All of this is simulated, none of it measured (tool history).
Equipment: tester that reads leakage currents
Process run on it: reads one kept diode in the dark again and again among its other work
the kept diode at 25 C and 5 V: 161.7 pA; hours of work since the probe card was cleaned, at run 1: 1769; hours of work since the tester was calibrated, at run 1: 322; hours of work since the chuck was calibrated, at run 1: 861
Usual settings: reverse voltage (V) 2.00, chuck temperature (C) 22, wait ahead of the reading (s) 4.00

| run | hour | reverse voltage (V) | chuck temperature (C) | wait ahead of the reading (s) | hours of work since the probe card was cleaned | hours of work since the tester was calibrated | hours of work since the chuck was calibrated | current that the tester gives (pA) |
|---|---|---|---|---|---|---|---|---|
| 1 | 0.0 | 2.00 | 22 | 4.00 | 1769 | 322 | 861 | 95.92 |
| 2 | 54.8 | 2.00 | 22 | 4.00 | 1798 | 351 | 890 | 96.45 |
| 3 | 84.9 | 2.00 | 34 | 4.00 | 1815 | 367 | 906 | 277.00 |
| 4 | 124.2 | 2.39 | 22 | 4.00 | 1836 | 388 | 928 | 101.76 |
| 5 | 154.1 | 2.39 | 22 | 2.54 | 1852 | 404 | 944 | 102.71 |
| 6 | 207.5 | 2.39 | 22 | 2.54 | 1880 | 433 | 972 | 102.93 |
| 7 | 237.7 | 2.39 | 22 | 2.54 | 1897 | 449 | 989 | 102.79 |
| 8 | 292.1 | 2.00 | 22 | 4.00 | 1926 | 479 | 1018 | 97.38 |
| 9 | 329.6 | 2.00 | 22 | 4.00 | 1946 | 499 | 1038 | 96.95 |
| 10 | 383.0 | 1.31 | 22 | 4.00 | 1975 | 528 | 1067 | 84.85 |
| 11 | 435.1 | 2.00 | 22 | 4.00 | 2003 | 555 | 1095 | 97.67 |
| 12 | 465.3 | 5.05 | 22 | 4.00 | 2019 | 572 | 1111 | 131.08 |
| 13 | 498.4 | 5.05 | 22 | 4.00 | 2037 | 590 | 1129 | 131.52 |
| 14 | 526.9 | 2.00 | 22 | 7.44 | 2052 | 605 | 1144 | 97.87 |
| 15 | 566.4 | 2.00 | 22 | 7.44 | 2073 | 626 | 1165 | 98.01 |
| 16 | 596.7 | 2.00 | 22 | 7.44 | 2090 | 642 | 1182 | 98.66 |
| 17 | 644.5 | 2.00 | 22 | 7.44 | 2115 | 668 | 1207 | 98.34 |
| 18 | 686.6 | 2.00 | 22 | 4.00 | 2138 | 691 | 1230 | 98.80 |
| 19 | 713.4 | 2.00 | 22 | 4.00 | 2152 | 705 | 1244 | 98.32 |
| 20 | 759.7 | 2.00 | 22 | 4.00 | 2177 | 730 | 1269 | 99.04 |
| 21 | 820.0 | 4.24 | 21 | 1.96 | 2210 | 762 | 1302 | 114.07 |
| 22 | 879.2 | 2.00 | 22 | 0.53 | 2242 | 794 | 1334 | 99.31 |
| 23 | 912.5 | 12.45 | 55 | 4.00 | 2260 | 812 | 1352 | 2646.18 |
| 24 | 950.0 | 12.45 | 55 | 4.00 | 2280 | 832 | 1372 | 2662.28 |
| 25 | 990.0 | 12.45 | 55 | 4.00 | 2301 | 854 | 1393 | 2662.64 |
| 26 | 1023.2 | 12.45 | 55 | 4.00 | 2319 | 872 | 1411 | 2654.95 |
| 27 | 1074.2 | 12.45 | 55 | 4.00 | 2347 | 899 | 1438 | 2654.34 |
|  | 1079.0 | tester calibrated |
| 28 | 1134.0 | 12.45 | 55 | 4.00 | 2378 | 30 | 1470 | 2668.57 |
|  | 1144.6 | chuck's temperature calibrated |
| 29 | 1198.2 | 4.63 | 36 | 0.38 | 2411 | 63 | 29 | 417.18 |
| 30 | 1231.3 | 9.52 | 35 | 4.00 | 2429 | 81 | 47 | 475.35 |
| 31 | 1283.7 | 2.65 | 27 | 4.00 | 2457 | 109 | 75 | 159.19 |
|  | 1312.9 | tester calibrated, once more |
| 32 | 1312.9 | 2.65 | 24 | 1.68 | 2472 | 0 | 89 | 123.10 |
| 33 | 1350.5 | 16.17 | 33 | 4.72 | 2492 | 20 | 110 | 482.80 |
| 34 | 1377.7 | 16.17 | 33 | 4.72 | 2507 | 35 | 124 | 482.03 |
| 35 | 1428.6 | 18.99 | 55 | 3.11 | 2534 | 62 | 152 | 2908.60 |
| 36 | 1455.8 | 1.07 | 46 | 0.77 | 2548 | 77 | 166 | 589.71 |
| 37 | 1489.9 | 12.13 | 25 | 2.16 | 2567 | 95 | 185 | 220.03 |
| 38 | 1520.1 | 3.53 | 23 | 2.94 | 2583 | 111 | 201 | 124.34 |
| 39 | 1577.8 | 3.53 | 23 | 2.94 | 2614 | 142 | 232 | 124.04 |

Consider 5 possible next runs. They are alternatives, not a sequence: every one starts from the tool as it was left by run 39. What does each give?
| A | 1613.8 | 3.53 | 23 | 4.95 | 2633 | 162 | 251 | ? |
| B | 1613.8 | 3.53 | 23 | 2.50 | 2633 | 162 | 251 | ? |
| C | 1613.8 | 9.64 | 46 | 4.33 | 2633 | 162 | 251 | ? |
| D | 1613.8 | 1.32 | 23 | 2.94 | 2633 | 162 | 251 | ? |
| E | 1613.8 | 2.00 | 22 | 0.61 | 2633 | 162 | 251 | ? |

| run | current that the tester gives (pA) |
|---|---|
| A | 123.70 |
| B | 124.42 |
| C | 1187.15 |
| D | 90.23 |
| E | 94.54 |
Stripped of hidden state, with their random variation kept, the same runs would have yielded:
| run | current that the tester gives (pA) |
|---|---|
| A | 120.75 |
| B | 121.46 |
| C | 1167.06 |
| D | 88.35 |
| E | 92.43 |
